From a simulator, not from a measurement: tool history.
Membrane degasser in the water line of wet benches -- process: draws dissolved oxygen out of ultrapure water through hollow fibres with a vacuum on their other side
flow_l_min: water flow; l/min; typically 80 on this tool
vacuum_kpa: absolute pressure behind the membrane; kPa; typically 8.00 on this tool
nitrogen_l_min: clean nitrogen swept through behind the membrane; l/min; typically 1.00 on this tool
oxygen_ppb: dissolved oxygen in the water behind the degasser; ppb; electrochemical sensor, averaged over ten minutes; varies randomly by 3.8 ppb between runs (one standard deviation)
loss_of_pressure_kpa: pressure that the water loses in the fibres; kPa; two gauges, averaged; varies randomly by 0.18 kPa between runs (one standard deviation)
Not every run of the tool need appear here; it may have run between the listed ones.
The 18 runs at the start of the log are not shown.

| run | hour | flow_l_min | vacuum_kpa | nitrogen_l_min | hours since the membrane was changed | hours since the vacuum gauge was calibrated | hours since the vacuum lines were made tight | oxygen_ppb | loss_of_pressure_kpa |
|---|---|---|---|---|---|---|---|---|---|
| 19 | 2199.4 | 100 | 8.00 | 0.52 | 7272 | 3449 | 8946 | 1025.3 | 39.53 |
| 20 | 2330.8 | 102 | 6.34 | 0.49 | 7403 | 3581 | 9077 | 730.3 | 40.32 |
| 21 | 2479.9 | 102 | 6.34 | 0.49 | 7552 | 3730 | 9226 | 721.8 | 40.91 |
| 22 | 2601.5 | 102 | 6.34 | 0.61 | 7674 | 3851 | 9348 | 663.0 | 40.75 |
| 23 | 2739.7 | 78 | 8.00 | 1.75 | 7812 | 3990 | 9486 | 421.1 | 31.10 |
|  | 2848.4 | seals of the vacuum lines changed |
| 24 | 2887.7 | 76 | 5.49 | 1.20 | 7958 | 4136 | 39 | 270.3 | 30.25 |
| 25 | 3006.0 | 76 | 5.49 | 1.20 | 8076 | 4254 | 158 | 269.0 | 30.44 |
| 26 | 3122.5 | 76 | 5.49 | 1.20 | 8193 | 4370 | 274 | 268.6 | 30.15 |
| 27 | 3200.7 | 111 | 8.00 | 1.00 | 8271 | 4449 | 352 | 806.0 | 44.12 |
| 28 | 3289.4 | 55 | 7.00 | 1.21 | 8360 | 4537 | 441 | 331.5 | 21.90 |
| 29 | 3412.0 | 110 | 18.63 | 0.55 | 8482 | 4660 | 564 | 2818.1 | 44.42 |
| 30 | 3534.2 | 90 | 10.93 | 0.91 | 8605 | 4782 | 686 | 1099.6 | 35.96 |
| 31 | 3618.0 | 100 | 8.00 | 0.86 | 8688 | 4866 | 770 | 804.4 | 39.75 |

Consider 4 possible next runs. They are alternatives, not a sequence: every one starts from the tool as it was left by run 31. What does each give?
| A | 3701.6 | 100 | 9.40 | 0.86 | 8772 | 4949 | 853 | ? | ? |
| B | 3701.6 | 51 | 8.00 | 1.00 | 8772 | 4949 | 853 | ? | ? |
| C | 3701.6 | 66 | 5.56 | 0.47 | 8772 | 4949 | 853 | ? | ? |
| D | 3701.6 | 111 | 11.97 | 1.59 | 8772 | 4949 | 853 | ? | ? |

| run | oxygen_ppb | loss_of_pressure_kpa |
|---|---|---|
| A | 1005.1 | 39.93 |
| B | 444.6 | 20.36 |
| C | 437.3 | 26.32 |
| D | 1028.3 | 44.46 |
Had the tool no hidden state, the same runs would have come out as:
| run | oxygen_ppb | loss_of_pressure_kpa |
|---|---|---|
| A | 1004.6 | 39.90 |
| B | 444.3 | 20.35 |
| C | 436.8 | 26.31 |
| D | 1027.9 | 44.43 |
